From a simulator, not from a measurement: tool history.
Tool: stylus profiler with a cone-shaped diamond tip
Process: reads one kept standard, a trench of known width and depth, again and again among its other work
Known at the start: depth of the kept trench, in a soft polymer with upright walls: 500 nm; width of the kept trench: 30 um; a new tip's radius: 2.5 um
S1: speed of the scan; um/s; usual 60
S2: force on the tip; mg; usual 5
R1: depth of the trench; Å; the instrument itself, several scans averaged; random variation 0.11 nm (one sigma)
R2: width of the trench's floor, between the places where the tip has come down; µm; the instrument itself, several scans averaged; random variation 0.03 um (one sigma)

run	day	S1	S2	R1	R2
1	0	60	5	5061.4	26.43
2	0.712	60	5	5063	26.51
3	1.25	60	5	5063.8	26.47
4	2.358	39	5	5063.9	26.52
5	3.404	39	5	5061.2	26.52
6	4.571	18	5	5064.3	26.62
7	5.75	18	5	5065.8	26.63
8	6.958	18	5	5064.2	26.6
9	7.879	60	5	5063.8	26.47
10	8.896	60	5	5062.9	26.35
11	9.983	143	5	5064	26.05
12	10.725	50	5	5063.9	26.42
13	11.588	60	5	5064.4	26.41
14	12.15	60	5	5065.4	26.44
15	13.325	165	5	5065.7	25.91
16	13.996	60	5	5063.7	26.4
17	14.608	60	5	5065.6	26.36
18	15.425	60	5	5065.4	26.37
19	16.517	60	1.77	5033.9	26.11
20	17.142	60	2.4	5040.4	26.27
21	17.833	60	2.4	5041.1	26.24
22	18.371	60	2.4	5040.5	26.24
# day 18.692: height scale calibrated on a step standard
23	18.992	60	2.4	5039.7	26.25
24	20.242	60	2.4	5038.8	26.25
25	21.529	199	5	5061.9	25.74
26	22.179	199	5	5063.5	25.71
27	23.271	199	10.37	5098.7	26
28	24.408	95	7.59	5080.2	26.27
29	25.296	108	7.7	5081.6	26.18
30	26.504	104	13.3	5119.7	26.29
31	27.683	104	13.3	5118.5	26.31
32	28.892	104	13.3	5119	26.31
33	29.475	104	13.3	5119.2	26.23
34	30.558	60	10.44	5100.5	26.41
35	31.467	26	5	5062.4	26.47
36	32.467	26	5	5060.9	26.47
37	33.525	26	5	5063.1	26.44
38	34.158	93	4.77	5059.8	26.13
39	35.25	93	4.77	5061.5	26.07
40	36.171	93	4.77	5061.9	26.13
41	37.358	79	4.77	5062.2	26.16
42	37.971	79	4.77	5062.6	26.19
43	39.146	206	6.57	5075.5	25.74
44	40.383	206	6.57	5077.2	25.73
45	41.062	162	5	5063.8	25.82
46	41.658	203	2.4	5039.6	25.16

Hidden state or all else? Some run-to-run changes of R1, split into what the settings, what came in and random variation would give without the hidden state, and what is left for the hidden state (with any gauge scatter that isn't in both results):
The hidden state here: radius of the tip, um; height scale over the true one, %; drift of the gauge itself on depth_nm, %; drift of the gauge itself on floor_um, %.
Run 5 -> 6: S1 39 -> 18. R1 +3.1 Å: hidden state +0.2, all else +2.9.
Run 20 -> 21: no setting changed, nothing entered. R1 +0.7 Å: hidden state +0.2, all else +0.5.
Run 22 -> 23: height scale calibrated on a step standard. R1 -0.8 Å: hidden state -3.4, all else +2.6.
Run 26 -> 27: S2 5 -> 10.37. R1 +35.2 Å: hidden state +0.1, all else +35.1.
Run 29 -> 30: S1 108 -> 104, S2 7.7 -> 13.3. R1 +38.1 Å: hidden state +0.2, all else +37.9.
Run 34 -> 35: S1 60 -> 26, S2 10.44 -> 5. R1 -38.1 Å: hidden state +0.1, all else -38.2.
